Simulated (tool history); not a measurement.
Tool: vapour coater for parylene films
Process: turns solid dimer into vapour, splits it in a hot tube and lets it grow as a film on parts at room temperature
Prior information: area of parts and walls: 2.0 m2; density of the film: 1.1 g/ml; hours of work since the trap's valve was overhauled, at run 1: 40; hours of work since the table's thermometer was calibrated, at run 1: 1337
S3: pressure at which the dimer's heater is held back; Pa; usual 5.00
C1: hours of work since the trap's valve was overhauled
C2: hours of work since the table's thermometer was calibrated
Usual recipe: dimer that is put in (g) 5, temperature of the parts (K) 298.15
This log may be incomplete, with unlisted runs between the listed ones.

Run 1, hour 0.0: usual settings; C1 40; C2 1337. Result: thickness of the film (nm) 1371.
Run 2, hour 30.3: usual settings but dimer that is put in (g) 9; C1 64; C2 1360. Result: thickness of the film (nm) 2457.
Run 3, hour 55.4: usual settings but dimer that is put in (g) 9; C1 83; C2 1380. Result: thickness of the film (nm) 2456.
Run 4, hour 88.1: usual settings but S3 5.06 Pa; C1 109; C2 1406. Result: thickness of the film (nm) 1352.
Run 5, hour 121.0: usual settings; C1 135; C2 1432. Result: thickness of the film (nm) 1343.
Run 6, hour 148.0: usual settings; C1 156; C2 1453. Result: thickness of the film (nm) 1338.
Run 7, hour 180.0: usual settings; C1 181; C2 1478. Result: thickness of the film (nm) 1334.
Run 8, hour 199.2: usual settings but S3 6.02 Pa; C1 196; C2 1493. Result: thickness of the film (nm) 1290.
Run 9, hour 229.4: usual settings but S3 6.02 Pa; C1 220; C2 1517. Result: thickness of the film (nm) 1280.
At hour 255.0: trap's valve overhauled.
Run 10, hour 257.4: usual settings but dimer that is put in (g) 3; C1 2; C2 1535. Result: thickness of the film (nm) 839.
Run 11, hour 287.5: usual settings but dimer that is put in (g) 6, temperature of the parts (K) 305.15, S3 4.45 Pa; C1 25; C2 1559. Result: thickness of the film (nm) 1307.
Run 12, hour 307.4: usual settings but dimer that is put in (g) 2, S3 4.60 Pa; C1 41; C2 1575. Result: thickness of the film (nm) 563.
Run 13, hour 332.4: usual settings but dimer that is put in (g) 3, temperature of the parts (K) 304.15; C1 61; C2 1594. Result: thickness of the film (nm) 665.
Run 14, hour 365.9: usual settings but dimer that is put in (g) 3, temperature of the parts (K) 304.15; C1 87; C2 1621. Result: thickness of the film (nm) 663.
Run 15, hour 401.3: usual settings but S3 2.32 Pa; C1 115; C2 1648. Result: thickness of the film (nm) 1508.
At hour 411.4: table's thermometer calibrated.
Run 16, hour 425.4: usual settings but S3 2.32 Pa; C1 133; C2 11. Result: thickness of the film (nm) 1467.
Run 17, hour 446.8: usual settings but S3 2.32 Pa; C1 150; C2 28. Result: thickness of the film (nm) 1453.
Run 18, hour 468.5: usual settings but dimer that is put in (g) 3, temperature of the parts (K) 299.15; C1 167; C2 45. Result: thickness of the film (nm) 760.
Run 19, hour 506.4: usual settings but dimer that is put in (g) 3, temperature of the parts (K) 299.15; C1 196; C2 75. Result: thickness of the film (nm) 759.

Each row is a separate what-if for the run after 19, all from the same tool condition, not one after another. Results?
Run A, hour 524.7: usual settings but dimer that is put in (g) 4; C1 211; C2 89. Result: thickness of the film (nm) ?.
Run B, hour 524.7: usual settings but dimer that is put in (g) 3, temperature of the parts (K) 300.15, S3 9.06 Pa; C1 211; C2 89. Result: thickness of the film (nm) ?.
Run C, hour 524.7: usual settings but dimer that is put in (g) 2, temperature of the parts (K) 296.15, S3 7.38 Pa; C1 211; C2 89. Result: thickness of the film (nm) ?.
Run D, hour 524.7: usual settings but temperature of the parts (K) 304.15; C1 211; C2 89. Result: thickness of the film (nm) ?.

run  thickness of the film (nm)
  A                        1041
  B                         660
  C                         516
  D                        1034
The same runs, with their run-to-run variation unchanged, on a tool lacking any hidden condition would have given:
run  thickness of the film (nm)
  A                        1096
  B                         695
  C                         544
  D                        1090

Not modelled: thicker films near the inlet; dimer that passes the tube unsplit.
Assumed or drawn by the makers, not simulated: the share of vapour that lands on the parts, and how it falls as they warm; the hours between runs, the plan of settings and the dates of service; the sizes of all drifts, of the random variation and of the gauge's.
